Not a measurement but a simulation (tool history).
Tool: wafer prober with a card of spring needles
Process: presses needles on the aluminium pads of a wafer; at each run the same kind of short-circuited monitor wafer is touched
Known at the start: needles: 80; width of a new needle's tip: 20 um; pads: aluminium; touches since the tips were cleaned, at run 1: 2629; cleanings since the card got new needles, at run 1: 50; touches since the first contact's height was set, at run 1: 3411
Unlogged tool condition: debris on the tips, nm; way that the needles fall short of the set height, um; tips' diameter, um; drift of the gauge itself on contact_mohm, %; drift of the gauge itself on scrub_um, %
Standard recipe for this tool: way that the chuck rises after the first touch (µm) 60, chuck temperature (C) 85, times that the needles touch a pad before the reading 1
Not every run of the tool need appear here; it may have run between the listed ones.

run   hour  way that the chuck rises after the first touch (µm)  chuck temperature (C)  times that the needles touch a pad before the reading  touches since the tips were cleaned  cleanings since the card got new needles  touches since the first contact's height was set  resistance of one needle with its contact and lead (mohm)  way that a needle slides on the pad (µm)
  1    0.0                                                   60                     85                                                      1                                 2629                                        50                                              3411                                                        326                                     14.64
       1.5  -- tips cleaned on abrasive film
       7.2  -- tips cleaned on abrasive film
  2    9.0                                                   60                     85                                                      1                                 1062                                        52                                              8450                                                        299                                     14.45
      13.5  -- tips cleaned on abrasive film
      19.3  -- tips cleaned on abrasive film
  3   20.1                                                   60                     85                                                      1                                  458                                        54                                             14639                                                        288                                     14.65
      25.4  -- tips cleaned on abrasive film
      31.3  -- tips cleaned on abrasive film
  4   35.1                                                   60                     85                                                      1                                 2154                                        56                                             23094                                                        321                                     14.62
      37.5  -- tips cleaned on abrasive film
      43.7  -- tips cleaned on abrasive film
      50.5  -- tips cleaned on abrasive film
  5   50.5                                                   60                     85                                                      2                                    0                                        59                                             31714                                                        268                                     14.46
      56.8  -- tips cleaned on abrasive film
      63.3  -- tips cleaned on abrasive film
  6   64.2                                                   60                     85                                                      1                                  498                                        61                                             39429                                                        290                                     14.58
      69.4  -- tips cleaned on abrasive film
      76.1  -- tips cleaned on abrasive film
  7   76.1                                                   47                     85                                                      1                                    0                                        63                                             46110                                                        282                                     11.32
      82.7  -- tips cleaned on abrasive film
      88.4  -- tips cleaned on abrasive film
  8   93.0                                                   60                     85                                                      1                                 2647                                        65                                             55676                                                        334                                     14.30
      94.2  -- tips cleaned on abrasive film
     100.9  -- tips cleaned on abrasive film
  9  103.3                                                   60                     85                                                      1                                 1387                                        67                                             61457                                                        312                                     14.51
     107.3  -- tips cleaned on abrasive film
     113.3  -- tips cleaned on abrasive film
     119.8  -- tips cleaned on abrasive film
 10  120.6                                                   60                     85                                                      1                                  472                                        70                                             71163                                                        288                                     14.42
     125.8  -- tips cleaned on abrasive film
 11  128.1                                                   60                    106                                                      1                                 1330                                        71                                             75390                                                        311                                     14.19
     131.5  -- tips cleaned on abrasive film
     137.8  -- tips cleaned on abrasive film
 12  141.7                                                   60                     85                                                      1                                 2224                                        73                                             83005                                                        334                                     14.33
     144.5  -- tips cleaned on abrasive film
     150.4  -- tips cleaned on abrasive film
 13  154.2                                                   60                     85                                                      1                                 2167                                        75                                             90044                                                        327                                     14.13
     157.0  -- tips cleaned on abrasive film
     163.8  -- tips cleaned on abrasive film
 14  166.5                                                   45                     85                                                      1                                 1544                                        77                                             96949                                                        352                                     10.44
     170.5  -- tips cleaned on abrasive film
     176.1  -- tips cleaned on abrasive film
     182.5  -- tips cleaned on abrasive film
 15  183.8                                                   60                    108                                                      1                                  740                                        80                                            106694                                                        297                                     14.13
     188.5  -- tips cleaned on abrasive film
     194.8  -- tips cleaned on abrasive film
 16  198.8                                                   60                    108                                                      1                                 2290                                        82                                            115151                                                        343                                     14.06
     201.5  -- tips cleaned on abrasive film
     208.2  -- tips cleaned on abrasive film
 17  212.7                                                   63                    108                                                      2                                 2582                                        84                                            122973                                                        308                                     14.58
     214.0  -- tips cleaned on abrasive film
     219.8  -- tips cleaned on abrasive film
     226.2  -- tips cleaned on abrasive film
 18  226.6                                                   63                    108                                                      2                                  238                                        87                                            130727                                                        281                                     14.64
     233.0  -- tips cleaned on abrasive film
     239.3  -- tips cleaned on abrasive film
 19  239.4                                                   63                     41                                                      2                                   61                                        89                                            137936                                                        260                                     14.67
     245.4  -- tips cleaned on abrasive film
     251.8  -- tips cleaned on abrasive film
 20  255.3                                                   60                     69                                                      2                                 2038                                        91                                            146894                                                        297                                     13.94
     257.5  -- tips cleaned on abrasive film
     263.5  -- tips cleaned on abrasive film
     269.5  -- tips cleaned on abrasive film
 21  270.2                                                   60                     87                                                      1                                  383                                        94                                            155195                                                        295                                     13.99
     276.0  -- tips cleaned on abrasive film
     282.8  -- tips cleaned on abrasive film
 22  286.9                                                   60                     99                                                      2                                 2396                                        96                                            164667                                                        312                                     13.75
     288.4  -- tips cleaned on abrasive film
     291.1  -- height of the first contact set anew
     294.5  -- tips cleaned on abrasive film
     300.1  -- tips cleaned on abrasive film
 23  303.3                                                   77                     84                                                      1                                 1817                                        99                                              6894                                                        295                                     18.83
     305.8  -- tips cleaned on abrasive film
     311.8  -- tips cleaned on abrasive film
 24  312.7                                                   60                     85                                                      2                                  546                                       101                                             12140                                                        284                                     14.70
     318.7  -- tips cleaned on abrasive film
 25  322.4                                                   60                     55                                                      1                                 2127                                       102                                             17608                                                        325                                     14.61
     324.4  -- tips cleaned on abrasive film
     330.8  -- tips cleaned on abrasive film
     336.9  -- tips cleaned on abrasive film
 26  337.5                                                   43                     85                                                      1                                  327                                       105                                             26046                                                        297                                     10.42
     342.5  -- tips cleaned on abrasive film
     348.4  -- tips cleaned on abrasive film
 27  351.9                                                   43                     85                                                      1                                 2008                                       107                                             34178                                                        387                                     10.36

Consider 5 possible next runs. They are alternatives, not a sequence: every one starts from the tool as it was left by run 27. What does each give?
     354.6  -- tips cleaned on abrasive film
     361.3  -- tips cleaned on abrasive film
  A  364.5                                                   60                     35                                                      2                                 1837                                       109                                             41266                                                          ?                                         ?
     354.6  -- tips cleaned on abrasive film
     361.3  -- tips cleaned on abrasive film
  B  364.5                                                   60                     38                                                      2                                 1837                                       109                                             41266                                                          ?                                         ?
     354.6  -- tips cleaned on abrasive film
     361.3  -- tips cleaned on abrasive film
  C  364.5                                                   64                     85                                                      1                                 1837                                       109                                             41266                                                          ?                                         ?
     354.6  -- tips cleaned on abrasive film
     361.3  -- tips cleaned on abrasive film
  D  364.5                                                   48                     31                                                      2                                 1837                                       109                                             41266                                                          ?                                         ?
     354.6  -- tips cleaned on abrasive film
     361.3  -- tips cleaned on abrasive film
  E  364.5                                                   43                     73                                                      2                                 1837                                       109                                             41266                                                          ?                                         ?

run  resistance of one needle with its contact and lead (mohm)  way that a needle slides on the pad (µm)
  A                                                        290                                     14.40
  B                                                        295                                     14.65
  C                                                        317                                     15.40
  D                                                        318                                     11.57
  E                                                        339                                     10.34
What these runs would have given with no unlogged condition in the tool:
run  resistance of one needle with its contact and lead (mohm)  way that a needle slides on the pad (µm)
  A                                                        250                                     14.62
  B                                                        255                                     14.87
  C                                                        263                                     15.62
  D                                                        257                                     11.79
  E                                                        268                                     10.56
